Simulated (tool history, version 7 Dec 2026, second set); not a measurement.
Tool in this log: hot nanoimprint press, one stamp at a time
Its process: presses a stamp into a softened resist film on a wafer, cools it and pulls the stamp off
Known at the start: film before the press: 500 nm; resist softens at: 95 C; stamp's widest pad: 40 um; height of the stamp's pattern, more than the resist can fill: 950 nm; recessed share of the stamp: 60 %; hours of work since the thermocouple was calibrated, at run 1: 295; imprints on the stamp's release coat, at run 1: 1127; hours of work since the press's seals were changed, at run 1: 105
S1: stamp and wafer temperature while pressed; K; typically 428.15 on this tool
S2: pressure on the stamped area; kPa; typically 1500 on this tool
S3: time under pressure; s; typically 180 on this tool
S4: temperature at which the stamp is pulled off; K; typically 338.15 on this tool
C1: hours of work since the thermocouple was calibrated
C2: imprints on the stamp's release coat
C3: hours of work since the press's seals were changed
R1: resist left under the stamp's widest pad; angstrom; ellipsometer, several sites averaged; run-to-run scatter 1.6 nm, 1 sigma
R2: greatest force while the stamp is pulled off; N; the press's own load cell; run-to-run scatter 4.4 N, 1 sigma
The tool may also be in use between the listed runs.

run 1 hour=0 | S1=428.15 S2=1500 S3=180 S4=338.15 | C1=295 C2=1127 C3=105 | R1=2647 R2=268
run 2 hour=29.5 | S1=428.15 S2=1500 S3=180 S4=324.15 | C1=318 C2=1278 C3=128 | R1=2677 R2=364
run 3 hour=83.8 | S1=428.15 S2=1500 S3=180 S4=324.15 | C1=360 C2=1557 C3=170 | R1=2688 R2=384
-- hour=93.2 stamp cleaned and given a new release coat
run 4 hour=143.7 | S1=428.15 S2=1500 S3=180 S4=324.15 | C1=401 C2=259 C3=212 | R1=2697 R2=301
run 5 hour=202.2 | S1=428.15 S2=1500 S3=180 S4=324.15 | C1=447 C2=559 C3=257 | R1=2708 R2=317
run 6 hour=228 | S1=428.15 S2=1500 S3=180 S4=324.15 | C1=467 C2=691 C3=277 | R1=2738 R2=331
run 7 hour=257.5 | S1=428.15 S2=1500 S3=180 S4=324.15 | C1=489 C2=842 C3=300 | R1=2717 R2=335
run 8 hour=291 | S1=428.15 S2=1520 S3=180 S4=338.15 | C1=515 C2=1014 C3=326 | R1=2718 R2=262
run 9 hour=332.8 | S1=428.15 S2=1500 S3=180 S4=338.15 | C1=548 C2=1228 C3=358 | R1=2726 R2=272
run 10 hour=369.3 | S1=428.15 S2=1500 S3=246 S4=338.15 | C1=576 C2=1415 C3=386 | R1=2475 R2=292
-- hour=397.1 plate thermocouple calibrated
-- hour=408 stamp cleaned and given a new release coat
run 11 hour=408 | S1=428.15 S2=1500 S3=180 S4=325.15 | C1=4 C2=0 C3=409 | R1=2826 R2=290
run 12 hour=462.2 | S1=428.15 S2=1500 S3=180 S4=325.15 | C1=46 C2=277 C3=451 | R1=2823 R2=295
run 13 hour=500.7 | S1=428.15 S2=1500 S3=180 S4=325.15 | C1=76 C2=475 C3=481 | R1=2835 R2=318
-- hour=522.5 plate thermocouple calibrated, once more
run 14 hour=550.6 | S1=428.15 S2=1120 S3=180 S4=338.15 | C1=22 C2=715 C3=517 | R1=2935 R2=247
run 15 hour=601.3 | S1=428.15 S2=1500 S3=168 S4=338.15 | C1=61 C2=975 C3=557 | R1=2698 R2=254
run 16 hour=657.4 | S1=421.15 S2=1960 S3=180 S4=334.15 | C1=104 C2=1262 C3=600 | R1=3255 R2=279
run 17 hour=701.5 | S1=436.15 S2=1050 S3=138 S4=336.15 | C1=138 C2=1489 C3=634 | R1=2360 R2=300
-- hour=722.5 stamp cleaned and given a new release coat
run 18 hour=754.9 | S1=436.15 S2=1050 S3=138 S4=336.15 | C1=175 C2=166 C3=671 | R1=2377 R2=234
run 19 hour=802.1 | S1=432.15 S2=1050 S3=133 S4=336.15 | C1=212 C2=408 C3=707 | R1=2891 R2=242
run 20 hour=839.6 | S1=436.15 S2=990 S3=133 S4=336.15 | C1=241 C2=600 C3=736 | R1=2493 R2=255
run 21 hour=865.2 | S1=428.15 S2=940 S3=180 S4=342.15 | C1=260 C2=731 C3=756 | R1=3155 R2=222
run 22 hour=906.1 | S1=428.15 S2=1350 S3=105 S4=342.15 | C1=292 C2=941 C3=788 | R1=3310 R2=231
-- hour=943.4 press's hydraulic seals changed and the load cell set to zero
run 23 hour=958.1 | S1=428.15 S2=1500 S3=238 S4=338.15 | C1=326 C2=1167 C3=11 | R1=2412 R2=276
run 24 hour=988.3 | S1=428.15 S2=1500 S3=277 S4=338.15 | C1=350 C2=1322 C3=35 | R1=2290 R2=283
run 25 hour=1033.4 | S1=439.15 S2=1500 S3=273 S4=328.15 | C1=384 C2=1553 C3=70 | R1=1330 R2=357
-- hour=1042.5 stamp cleaned and given a new release coat
run 26 hour=1098.8 | S1=439.15 S2=1030 S3=119 S4=331.15 | C1=430 C2=289 C3=116 | R1=2281 R2=271
run 27 hour=1143 | S1=428.15 S2=1500 S3=127 S4=344.15 | C1=465 C2=516 C3=150 | R1=3037 R2=211
run 28 hour=1178.4 | S1=428.15 S2=1450 S3=141 S4=338.15 | C1=492 C2=697 C3=177 | R1=2981 R2=254
run 29 hour=1232.1 | S1=432.15 S2=910 S3=96 S4=346.15 | C1=533 C2=972 C3=219 | R1=3382 R2=221

Forecast each of these 4 alternatives for the next run:
run A hour=1275.6 | S1=428.15 S2=1660 S3=269 S4=346.15 | C1=567 C2=1195 C3=252 | R1=? R2=?
run B hour=1275.6 | S1=432.15 S2=2360 S3=223 S4=323.15 | C1=567 C2=1195 C3=252 | R1=? R2=?
run C hour=1275.6 | S1=432.15 S2=1210 S3=96 S4=326.15 | C1=567 C2=1195 C3=252 | R1=? R2=?
run D hour=1275.6 | S1=427.15 S2=1500 S3=101 S4=338.15 | C1=567 C2=1195 C3=252 | R1=? R2=?

run=A R1=2286 R2=226
run=B R1=1721 R2=363
run=C R1=3105 R2=353
run=D R1=3417 R2=277
Without the tool's hidden state the same runs would have given:
run=A R1=2147 R2=175
run=B R1=1608 R2=284
run=C R1=2963 R2=276
run=D R1=3268 R2=215

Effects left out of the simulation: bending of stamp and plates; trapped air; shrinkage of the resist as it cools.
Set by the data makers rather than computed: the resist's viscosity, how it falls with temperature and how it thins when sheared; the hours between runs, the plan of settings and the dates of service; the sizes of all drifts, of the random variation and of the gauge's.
